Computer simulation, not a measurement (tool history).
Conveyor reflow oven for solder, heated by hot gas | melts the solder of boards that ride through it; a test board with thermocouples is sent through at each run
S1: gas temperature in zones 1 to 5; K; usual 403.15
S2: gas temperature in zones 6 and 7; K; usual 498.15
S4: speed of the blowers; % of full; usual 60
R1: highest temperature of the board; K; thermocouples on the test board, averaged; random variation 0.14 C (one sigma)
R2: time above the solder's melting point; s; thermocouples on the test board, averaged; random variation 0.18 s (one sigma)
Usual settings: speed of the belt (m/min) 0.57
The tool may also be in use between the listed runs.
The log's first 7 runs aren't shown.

{"run": 8, "hour": 282.7, "S1": 403.15, "S2": 496.15, "speed of the belt (m/min)": 0.57, "S4": 60, "R1": 472.95, "R2": 28.8}
{"run": 9, "hour": 319.7, "S1": 403.15, "S2": 490.15, "speed of the belt (m/min)": 0.57, "S4": 60, "R1": 468.15, "R2": 22.5}
{"run": 10, "hour": 376.2, "S1": 403.15, "S2": 498.15, "speed of the belt (m/min)": 0.57, "S4": 60, "R1": 474.45, "R2": 30.4}
{"run": 11, "hour": 406.6, "S1": 403.15, "S2": 498.15, "speed of the belt (m/min)": 0.57, "S4": 60, "R1": 474.05, "R2": 30.3}
{"run": 12, "hour": 443.4, "S1": 403.15, "S2": 498.15, "speed of the belt (m/min)": 0.57, "S4": 60, "R1": 474.25, "R2": 30.3}
{"run": 13, "hour": 489.6, "S1": 403.15, "S2": 498.15, "speed of the belt (m/min)": 0.57, "S4": 60, "R1": 473.95, "R2": 30.1}
{"run": 14, "hour": 513.7, "S1": 403.15, "S2": 498.15, "speed of the belt (m/min)": 0.57, "S4": 60, "R1": 473.85, "R2": 29.7}
{"run": 15, "hour": 568.0, "S1": 403.15, "S2": 498.15, "speed of the belt (m/min)": 0.57, "S4": 60, "R1": 474.05, "R2": 29.9}
{"run": 16, "hour": 622.7, "S1": 394.15, "S2": 498.15, "speed of the belt (m/min)": 0.57, "S4": 60, "R1": 471.25, "R2": 25.1}
{"run": 17, "hour": 658.4, "S1": 403.15, "S2": 498.15, "speed of the belt (m/min)": 0.618, "S4": 60, "R1": 470.25, "R2": 23.1}
{"run": 18, "hour": 696.2, "S1": 403.15, "S2": 498.15, "speed of the belt (m/min)": 0.618, "S4": 60, "R1": 470.15, "R2": 22.7}
{"run": 19, "hour": 730.3, "S1": 403.15, "S2": 498.15, "speed of the belt (m/min)": 0.618, "S4": 60, "R1": 469.95, "R2": 22.6}
{"hour": 736.6, "done": "belt drive overhauled, speed set with a stopwatch"}
{"run": 20, "hour": 767.2, "S1": 403.15, "S2": 498.15, "speed of the belt (m/min)": 0.618, "S4": 60, "R1": 470.25, "R2": 22.8}
{"hour": 806.5, "done": "flux residue cleaned out of gas plates and filters"}
{"run": 21, "hour": 813.4, "S1": 410.15, "S2": 505.15, "speed of the belt (m/min)": 0.633, "S4": 51, "R1": 475.05, "R2": 29.1}
{"hour": 842.7, "done": "belt drive overhauled, speed set with a stopwatch, once more"}
{"run": 22, "hour": 848.4, "S1": 410.15, "S2": 505.15, "speed of the belt (m/min)": 0.633, "S4": 51, "R1": 473.75, "R2": 26.3}
{"run": 23, "hour": 871.5, "S1": 410.15, "S2": 505.15, "speed of the belt (m/min)": 0.633, "S4": 51, "R1": 473.75, "R2": 26.8}
{"run": 24, "hour": 918.3, "S1": 403.15, "S2": 510.15, "speed of the belt (m/min)": 0.57, "S4": 60, "R1": 484.35, "R2": 39}

The next listed run, before its measurement:
{"run": 25, "hour": 951.8, "S1": 418.15, "S2": 498.15, "speed of the belt (m/min)": 0.57, "S4": 52, "R1": "?", "R2": "?"}

Run 25 gave R1 475.55 K, R2 34.7 s.
Without the tool's hidden state the same run would have given R1 474.75 K, R2 34 s.
